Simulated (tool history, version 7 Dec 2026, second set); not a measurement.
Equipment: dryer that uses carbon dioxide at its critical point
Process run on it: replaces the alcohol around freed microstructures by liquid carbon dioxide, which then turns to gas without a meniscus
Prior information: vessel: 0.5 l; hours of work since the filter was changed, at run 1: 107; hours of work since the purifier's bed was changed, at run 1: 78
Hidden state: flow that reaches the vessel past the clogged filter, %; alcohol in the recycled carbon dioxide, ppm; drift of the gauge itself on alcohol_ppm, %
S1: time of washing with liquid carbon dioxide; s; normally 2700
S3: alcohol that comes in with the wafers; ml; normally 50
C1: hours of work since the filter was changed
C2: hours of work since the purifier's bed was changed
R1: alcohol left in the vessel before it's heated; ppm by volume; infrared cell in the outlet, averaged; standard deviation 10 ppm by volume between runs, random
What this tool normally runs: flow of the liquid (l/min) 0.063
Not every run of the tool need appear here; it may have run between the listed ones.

Run 1, day 0: usual settings; C1 107; C2 78. Result: R1 837 ppm by volume.
Run 2, day 0.279: usual settings but S1 1740 s; C1 111; C2 82. Result: R1 4545 ppm by volume.
Run 3, day 0.504: usual settings but S1 1740 s, flow of the liquid (l/min) 0.0564; C1 114; C2 84. Result: R1 6548 ppm by volume.
Run 4, day 0.683: usual settings but S1 1740 s, flow of the liquid (l/min) 0.0564, S3 24 ml; C1 116; C2 87. Result: R1 3205 ppm by volume.
Run 5, day 0.925: usual settings but flow of the liquid (l/min) 0.072; C1 119; C2 90. Result: R1 445 ppm by volume.
Run 6, day 1.271: usual settings but flow of the liquid (l/min) 0.0385; C1 123; C2 94. Result: R1 6033 ppm by volume.
Run 7, day 1.671: usual settings but flow of the liquid (l/min) 0.0385; C1 128; C2 99. Result: R1 5972 ppm by volume.
Run 8, day 2.067: usual settings but flow of the liquid (l/min) 0.0385; C1 133; C2 104. Result: R1 6101 ppm by volume.
Run 9, day 2.304: usual settings but flow of the liquid (l/min) 0.0385; C1 136; C2 107. Result: R1 6164 ppm by volume.
Run 10, day 2.654: usual settings but flow of the liquid (l/min) 0.0385; C1 141; C2 112. Result: R1 5960 ppm by volume.
Run 11, day 2.867: usual settings; C1 143; C2 114. Result: R1 943 ppm by volume.
Run 12, day 3.104: usual settings; C1 146; C2 117. Result: R1 960 ppm by volume.
Run 13, day 3.275: usual settings; C1 149; C2 119. Result: R1 1005 ppm by volume.
Run 14, day 3.454: usual settings but S1 3900 s; C1 151; C2 122. Result: R1 168 ppm by volume.
Run 15, day 3.658: usual settings but S1 3900 s; C1 153; C2 124. Result: R1 172 ppm by volume.
Run 16, day 4.062: usual settings but flow of the liquid (l/min) 0.0926; C1 159; C2 129. Result: R1 142 ppm by volume.
Run 17, day 4.404: usual settings but flow of the liquid (l/min) 0.0718; C1 163; C2 134. Result: R1 538 ppm by volume.
Run 18, day 4.738: usual settings but flow of the liquid (l/min) 0.0718; C1 167; C2 138. Result: R1 545 ppm by volume.
Run 19, day 5.096: usual settings; C1 172; C2 142. Result: R1 1016 ppm by volume.
Run 20, day 5.3: usual settings; C1 174; C2 145. Result: R1 1056 ppm by volume.
Run 21, day 5.483: usual settings; C1 176; C2 147. Result: R1 1011 ppm by volume.
Run 22, day 5.808: usual settings; C1 181; C2 151. Result: R1 1078 ppm by volume.
Run 23, day 6.071: usual settings; C1 184; C2 155. Result: R1 1088 ppm by volume.
Run 24, day 6.438: usual settings but S1 1800 s, flow of the liquid (l/min) 0.041, S3 36 ml; C1 188; C2 159. Result: R1 10521 ppm by volume.
Run 25, day 6.75: usual settings but S1 2040 s, flow of the liquid (l/min) 0.041, S3 112 ml; C1 192; C2 163. Result: R1 24905 ppm by volume.
Run 26, day 7.012: usual settings but S1 2040 s, flow of the liquid (l/min) 0.041, S3 112 ml; C1 196; C2 167. Result: R1 24709 ppm by volume.
Run 27, day 7.229: usual settings but S1 2040 s, flow of the liquid (l/min) 0.041, S3 112 ml; C1 198; C2 169. Result: R1 25593 ppm by volume.
Run 28, day 7.504: usual settings but S1 2040 s, flow of the liquid (l/min) 0.041, S3 112 ml; C1 202; C2 173. Result: R1 25310 ppm by volume.
Run 29, day 7.867: usual settings but S1 2100 s, flow of the liquid (l/min) 0.0992, S3 72 ml; C1 207; C2 177. Result: R1 567 ppm by volume.
Run 30, day 8.229: usual settings but S1 2100 s, flow of the liquid (l/min) 0.0992, S3 72 ml; C1 211; C2 182. Result: R1 575 ppm by volume.
Run 31, day 8.596: usual settings but S1 1860 s, flow of the liquid (l/min) 0.0934; C1 216; C2 187. Result: R1 986 ppm by volume.
Run 32, day 8.854: usual settings but flow of the liquid (l/min) 0.0938; C1 219; C2 190. Result: R1 182 ppm by volume.
Run 33, day 9.1: usual settings but flow of the liquid (l/min) 0.0938; C1 222; C2 193. Result: R1 186 ppm by volume.
Run 34, day 9.288: usual settings but S1 2940 s, flow of the liquid (l/min) 0.0938; C1 224; C2 195. Result: R1 133 ppm by volume.
Run 35, day 9.638: usual settings but S1 2940 s, flow of the liquid (l/min) 0.0938; C1 229; C2 200. Result: R1 143 ppm by volume.
Run 36, day 10.029: usual settings but flow of the liquid (l/min) 0.0759, S3 74 ml; C1 234; C2 205. Result: R1 744 ppm by volume.
Run 37, day 10.354: usual settings but S1 2400 s, flow of the liquid (l/min) 0.0915, S3 68 ml; C1 238; C2 209. Result: R1 466 ppm by volume.
Run 38, day 10.712: usual settings but S1 2100 s, flow of the liquid (l/min) 0.0773; C1 242; C2 213. Result: R1 1491 ppm by volume.
Run 39, day 10.938: usual settings but S1 3660 s, flow of the liquid (l/min) 0.0462, S3 22 ml; C1 245; C2 216. Result: R1 670 ppm by volume.
Run 40, day 11.3: usual settings but S1 3960 s, flow of the liquid (l/min) 0.0431, S3 26 ml; C1 250; C2 221. Result: R1 758 ppm by volume.
Run 41, day 11.683: usual settings but flow of the liquid (l/min) 0.0438; C1 255; C2 225. Result: R1 5016 ppm by volume.
Run 42, day 11.996: usual settings but S1 2760 s, flow of the liquid (l/min) 0.1023, S3 59 ml; C1 259; C2 229. Result: R1 153 ppm by volume.
Run 43, day 12.242: usual settings but flow of the liquid (l/min) 0.0563, S3 45 ml; C1 262; C2 232. Result: R1 1934 ppm by volume.
Run 44, day 12.546: usual settings but S1 1740 s, S3 20 ml; C1 265; C2 236. Result: R1 2505 ppm by volume.
Run 45, day 12.854: usual settings but S1 2640 s, flow of the liquid (l/min) 0.0648, S3 21 ml; C1 269; C2 240. Result: R1 599 ppm by volume.
Run 46, day 13.238: usual settings but S1 1620 s, flow of the liquid (l/min) 0.0648, S3 21 ml; C1 274; C2 245. Result: R1 3025 ppm by volume.

Selected run-to-run steps in R1, each split into two signed amounts: the part the tool would show with no hidden state at all (from settings, incoming material and random variation), and the remainder, which goes to the hidden state together with any gauge scatter not common to the measured and the hidden-state-free results:
Run 23 -> 24: S1 2700 -> 1800, flow of the liquid (l/min) 0.063 -> 0.041, S3 50 -> 36. R1 +9433 ppm by volume: hidden state +1682, all else +7751.
Run 24 -> 25: S1 1800 -> 2040, S3 36 -> 112. R1 +14384 ppm by volume: hidden state +3571, all else +10813.
Run 28 -> 29: S1 2040 -> 2100, flow of the liquid (l/min) 0.041 -> 0.0992, S3 112 -> 72. R1 -24743 ppm by volume: hidden state -5738, all else -19005.
Run 41 -> 42: S1 2700 -> 2760, flow of the liquid (l/min) 0.0438 -> 0.1023, S3 50 -> 59. R1 -4863 ppm by volume: hidden state -1828, all else -3035.
